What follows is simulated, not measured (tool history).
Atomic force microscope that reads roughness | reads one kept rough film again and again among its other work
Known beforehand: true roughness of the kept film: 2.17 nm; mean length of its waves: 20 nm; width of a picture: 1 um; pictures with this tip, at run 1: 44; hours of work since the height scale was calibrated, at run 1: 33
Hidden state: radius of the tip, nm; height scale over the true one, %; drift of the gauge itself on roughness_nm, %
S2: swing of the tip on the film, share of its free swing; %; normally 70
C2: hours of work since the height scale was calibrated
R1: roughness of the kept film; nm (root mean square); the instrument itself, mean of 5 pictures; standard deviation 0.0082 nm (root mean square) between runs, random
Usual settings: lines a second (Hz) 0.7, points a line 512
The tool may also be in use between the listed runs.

run 1 hour=0 | lines_a_second_(Hz)=0.7 S2=70 points_a_line=512 | pictures_with_this_tip=44 C2=33 | R1=1.766
run 2 hour=21.9 | lines_a_second_(Hz)=0.7 S2=70 points_a_line=512 | pictures_with_this_tip=77 C2=47 | R1=1.74
run 3 hour=52.3 | lines_a_second_(Hz)=0.613 S2=70 points_a_line=512 | pictures_with_this_tip=121 C2=67 | R1=1.711
run 4 hour=95.1 | lines_a_second_(Hz)=0.7 S2=70 points_a_line=512 | pictures_with_this_tip=184 C2=94 | R1=1.642
run 5 hour=138.9 | lines_a_second_(Hz)=0.7 S2=70 points_a_line=512 | pictures_with_this_tip=248 C2=122 | R1=1.597
run 6 hour=163.5 | lines_a_second_(Hz)=0.7 S2=70 points_a_line=512 | pictures_with_this_tip=284 C2=138 | R1=1.581
-- hour=172.4 new tip fitted
run 7 hour=199.4 | lines_a_second_(Hz)=0.7 S2=70 points_a_line=512 | pictures_with_this_tip=39 C2=161 | R1=1.76
run 8 hour=239.8 | lines_a_second_(Hz)=0.7 S2=70 points_a_line=512 | pictures_with_this_tip=98 C2=186 | R1=1.694
run 9 hour=271 | lines_a_second_(Hz)=0.7 S2=70 points_a_line=512 | pictures_with_this_tip=144 C2=206 | R1=1.668
run 10 hour=317.4 | lines_a_second_(Hz)=0.7 S2=70 points_a_line=512 | pictures_with_this_tip=212 C2=236 | R1=1.615
-- hour=321.4 height scale calibrated on a step standard
run 11 hour=347.6 | lines_a_second_(Hz)=0.7 S2=70 points_a_line=512 | pictures_with_this_tip=255 C2=17 | R1=1.608
-- hour=375.5 new tip fitted
run 12 hour=380.3 | lines_a_second_(Hz)=0.7 S2=70 points_a_line=338 | pictures_with_this_tip=7 C2=37 | R1=1.789
run 13 hour=406.3 | lines_a_second_(Hz)=2.748 S2=55 points_a_line=953 | pictures_with_this_tip=45 C2=54 | R1=1.751
-- hour=413.9 height scale calibrated on a step standard, once more
run 14 hour=433.6 | lines_a_second_(Hz)=0.7 S2=60 points_a_line=512 | pictures_with_this_tip=84 C2=13 | R1=1.738
run 15 hour=486.4 | lines_a_second_(Hz)=1.949 S2=62 points_a_line=400 | pictures_with_this_tip=161 C2=46 | R1=1.591
run 16 hour=535 | lines_a_second_(Hz)=0.796 S2=57 points_a_line=322 | pictures_with_this_tip=232 C2=77 | R1=1.598
run 17 hour=566.3 | lines_a_second_(Hz)=0.796 S2=70 points_a_line=448 | pictures_with_this_tip=278 C2=97 | R1=1.533
-- hour=578.9 new tip fitted
run 18 hour=591.6 | lines_a_second_(Hz)=0.612 S2=70 points_a_line=512 | pictures_with_this_tip=19 C2=113 | R1=1.78
run 19 hour=642.5 | lines_a_second_(Hz)=3.376 S2=68 points_a_line=512 | pictures_with_this_tip=93 C2=146 | R1=1.517

Forecast each of these 5 alternatives for the next run:
run A hour=670.6 | lines_a_second_(Hz)=0.567 S2=74 points_a_line=512 | pictures_with_this_tip=135 C2=164 | R1=?
run B hour=670.6 | lines_a_second_(Hz)=1.906 S2=61 points_a_line=360 | pictures_with_this_tip=135 C2=164 | R1=?
run C hour=670.6 | lines_a_second_(Hz)=0.597 S2=70 points_a_line=512 | pictures_with_this_tip=135 C2=164 | R1=?
run D hour=670.6 | lines_a_second_(Hz)=0.7 S2=71 points_a_line=512 | pictures_with_this_tip=135 C2=164 | R1=?
run E hour=670.6 | lines_a_second_(Hz)=3.292 S2=89 points_a_line=512 | pictures_with_this_tip=135 C2=164 | R1=?

run=A R1=1.653
run=B R1=1.629
run=C R1=1.679
run=D R1=1.669
run=E R1=1.198
With no hidden state in the tool, these same runs would have given:
run=A R1=1.785
run=B R1=1.759
run=C R1=1.813
run=D R1=1.803
run=E R1=1.293

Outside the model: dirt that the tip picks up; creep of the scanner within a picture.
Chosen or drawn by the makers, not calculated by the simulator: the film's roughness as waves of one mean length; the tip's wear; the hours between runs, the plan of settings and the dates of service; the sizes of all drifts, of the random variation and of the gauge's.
